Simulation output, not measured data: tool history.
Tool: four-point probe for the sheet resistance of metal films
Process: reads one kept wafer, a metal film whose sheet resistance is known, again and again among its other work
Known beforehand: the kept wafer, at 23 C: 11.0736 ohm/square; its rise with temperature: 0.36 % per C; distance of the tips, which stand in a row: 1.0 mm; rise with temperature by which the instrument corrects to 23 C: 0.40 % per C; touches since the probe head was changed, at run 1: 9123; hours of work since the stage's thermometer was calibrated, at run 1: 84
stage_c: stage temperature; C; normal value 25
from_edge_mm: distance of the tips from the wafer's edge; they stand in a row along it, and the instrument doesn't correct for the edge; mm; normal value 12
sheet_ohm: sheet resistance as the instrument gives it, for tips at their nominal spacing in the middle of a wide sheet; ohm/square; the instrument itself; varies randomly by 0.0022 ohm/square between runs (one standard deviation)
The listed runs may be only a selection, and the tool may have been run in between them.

| run | hour | stage_c | from_edge_mm | touches since the probe head was changed | hours of work since the stage's thermometer was calibrated | sheet_ohm |
|---|---|---|---|---|---|---|
| 1 | 0 | 25 | 12 | 9123 | 84 | 11.079985 |
| 2 | 15.7 | 25 | 12 | 9303 | 92 | 11.085377 |
| 3 | 32.6 | 25 | 12 | 9494 | 101 | 11.083128 |
| 4 | 49.7 | 25 | 12 | 9690 | 110 | 11.080154 |
| 5 | 63.7 | 25 | 12 | 9849 | 118 | 11.083679 |
| 6 | 80.4 | 25 | 12 | 10040 | 127 | 11.082756 |
| 7 | 95 | 25 | 20 | 10206 | 135 | 11.056511 |
| 8 | 104.9 | 25 | 20 | 10319 | 140 | 11.053046 |
| 9 | 126.3 | 25 | 20 | 10563 | 151 | 11.056168 |
| 10 | 137.9 | 25 | 20 | 10695 | 157 | 11.052569 |
| 11 | 161.3 | 25 | 20 | 10962 | 170 | 11.055324 |
| 12 | 181.2 | 21 | 5 | 11189 | 180 | 11.292 |
| 13 | 193.3 | 26 | 12 | 11326 | 187 | 11.080217 |
| 14 | 205.1 | 26 | 12 | 11461 | 193 | 11.080068 |
| 15 | 223.4 | 21 | 14 | 11670 | 203 | 11.084912 |
| 16 | 243.9 | 23 | 61 | 11903 | 214 | 11.049992 |
| 17 | 258.7 | 23 | 61 | 12072 | 221 | 11.055064 |
| 18 | 281 | 23 | 25 | 12326 | 233 | 11.063522 |
| 19 | 293.9 | 20 | 11 | 12472 | 240 | 11.112478 |
| 20 | 316.2 | 20 | 11 | 12727 | 252 | 11.109319 |

Below are 3 alternative next runs, each starting from the tool's condition after run 20. Predict each:
| A | 340 | 25 | 8 | 12999 | 265 | ? |
| B | 340 | 20 | 31 | 12999 | 265 | ? |
| C | 340 | 31 | 18 | 12999 | 265 | ? |

| run | sheet_ohm |
|---|---|
| A | 11.133612 |
| B | 11.06849 |
| C | 11.031602 |
The same runs, with their run-to-run variation unchanged, on a tool lacking any hidden condition would have given:
| run | sheet_ohm |
|---|---|
| A | 11.15751 |
| B | 11.092304 |
| C | 11.055243 |
